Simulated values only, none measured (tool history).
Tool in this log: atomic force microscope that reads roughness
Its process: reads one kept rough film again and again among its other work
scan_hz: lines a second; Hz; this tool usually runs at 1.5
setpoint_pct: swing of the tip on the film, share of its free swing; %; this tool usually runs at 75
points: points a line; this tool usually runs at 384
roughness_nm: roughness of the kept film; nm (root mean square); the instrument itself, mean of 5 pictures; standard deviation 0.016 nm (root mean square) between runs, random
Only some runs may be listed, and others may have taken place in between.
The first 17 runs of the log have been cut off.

run    hour  scan_hz  setpoint_pct  points  pictures with this tip  hours of work since the height scale was calibrated  roughness_nm
 18   595.8      1.5            75     534                     191                                                  873         2.976
 19   621.2     0.63            75     534                     221                                                  889         2.929
 20   658.9     0.63            75     534                     265                                                  913         2.814
 21   703.7     0.63            75     534                     318                                                  942         2.665
 22   732.6     0.63            75     534                     352                                                  960         2.575
 23   759.1     0.63            75     534                     383                                                  977         2.498
      769.4  -- new tip fitted
 24   791.7     0.63            75     534                      26                                                  998         3.744
 25   825.6     0.63            75     534                      66                                                 1019         3.565
 26     860      1.5            75     819                     107                                                 1042         3.265
 27   886.1      1.5            75     819                     137                                                 1058         3.179
 28   925.2     1.12            75     488                     183                                                 1083         3.034
 29     956     1.44            75     384                     220                                                 1103         2.906
 30   986.5      0.9            58     384                     255                                                 1123          2.87
 31  1018.3      0.9            58     384                     293                                                 1143         2.772
 32    1051      0.9            58     384                     331                                                 1164         2.702
 33    1079     1.24            63     582                     364                                                 1182         2.597
 34  1099.6     1.07            63     517                     388                                                 1195         2.532
     1106.5  -- new tip fitted
 35  1119.1     1.72            88     384                      15                                                 1207         3.477
 36  1150.3     1.72            88     384                      51                                                 1227         3.297
 37  1181.3     0.93            88    1011                      88                                                 1247         3.321
 38  1212.4      1.5            75     529                     124                                                 1267         3.187
     1241.4  -- height scale calibrated on a step standard
 39  1248.1     1.54            87     573                     165                                                    4         2.972

Forecast run 40:
 40  1289.9      1.5            75     402                     214                                                   31             ?

roughness_nm: 2.886 nm (root mean square)
On a tool with no hidden condition, and with the same random variation, this run would have come out at roughness_nm 3.805 nm (root mean square).

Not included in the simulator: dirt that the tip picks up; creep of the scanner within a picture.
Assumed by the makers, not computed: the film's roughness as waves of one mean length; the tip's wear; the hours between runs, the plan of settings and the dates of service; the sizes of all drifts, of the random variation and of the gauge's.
